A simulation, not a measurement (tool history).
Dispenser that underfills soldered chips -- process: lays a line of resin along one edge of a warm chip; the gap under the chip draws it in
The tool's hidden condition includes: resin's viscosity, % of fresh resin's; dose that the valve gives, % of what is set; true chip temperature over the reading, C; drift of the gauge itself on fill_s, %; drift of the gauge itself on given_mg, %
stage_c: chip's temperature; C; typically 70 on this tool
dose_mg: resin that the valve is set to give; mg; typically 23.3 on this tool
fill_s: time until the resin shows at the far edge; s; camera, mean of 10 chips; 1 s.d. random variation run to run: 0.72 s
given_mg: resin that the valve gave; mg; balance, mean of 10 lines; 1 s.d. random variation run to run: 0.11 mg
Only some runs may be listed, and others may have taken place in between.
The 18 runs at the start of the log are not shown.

run	hour	stage_c	dose_mg	hours of work since the syringe was changed	hours of work since the valve was cleaned	hours of work since the stage was calibrated	fill_s	given_mg
19	175	73	24.2	6	16	122	97.6	24.06
# hour 180.4: new syringe of resin
20	186.3	71	20.1	4	24	129	96.4	19.73
# hour 194: new syringe of resin
21	194.6	64	22.4	0	30	135	92.4	22.29
22	204.1	78	21.7	7	37	142	91.1	21.46
# hour 207.5: new syringe of resin
23	211.1	73	29.9	3	42	147	72.5	29.38
# hour 220.9: new syringe of resin
24	224.5	73	29.9	3	51	156	73.3	29.44
25	231.1	73	20.6	7	56	161	115.9	20.27
# hour 233.5: new syringe of resin
26	239.9	72	23.5	5	62	167	90.6	22.73
# hour 246.3: new syringe of resin
27	251.2	70	29.5	4	70	175	88.4	28.88
# hour 259.2: new syringe of resin
28	263.1	70	29.5	3	79	184	84.5	28.78
# hour 272.9: new syringe of resin
29	277.6	64	20.9	3	89	194	121	20.16
# hour 286.2: new syringe of resin
30	290.1	56	21.7	3	98	203	167	21.02
31	298.1	79	20.4	9	103	208	103.2	19.87
# hour 299.1: new syringe of resin
# hour 308.9: dispensing valve cleaned and set on the balance
32	311.6	79	20.4	8	2	217	99.3	20.27
# hour 313.9: new syringe of resin
33	321.9	70	29.5	6	9	224	108.4	29.24
# hour 326.6: new syringe of resin
34	335.9	70	29.5	7	19	234	117.5	29.41

Branching from run 34: 5 alternative next runs. What would each branch give?
# hour 339.5: new syringe of resin
A	350.3	84	29.4	8	29	245	?	?
# hour 339.5: new syringe of resin
B	350.3	70	20.2	8	29	245	?	?
# hour 339.5: new syringe of resin
C	350.3	70	29	8	29	245	?	?
# hour 339.5: new syringe of resin
D	350.3	78	30	8	29	245	?	?
# hour 339.5: new syringe of resin
E	350.3	62	26.4	8	29	245	?	?

run	fill_s	given_mg
A	74.4	29.29
B	139.2	19.98
C	129.4	28.84
D	93.9	29.77
E	190.9	26.1
What these runs would have given with no unlogged condition in the tool:
run	fill_s	given_mg
A	36.9	29.61
B	68.2	20.19
C	63.3	29.15
D	46.1	30.09
E	93.6	26.38
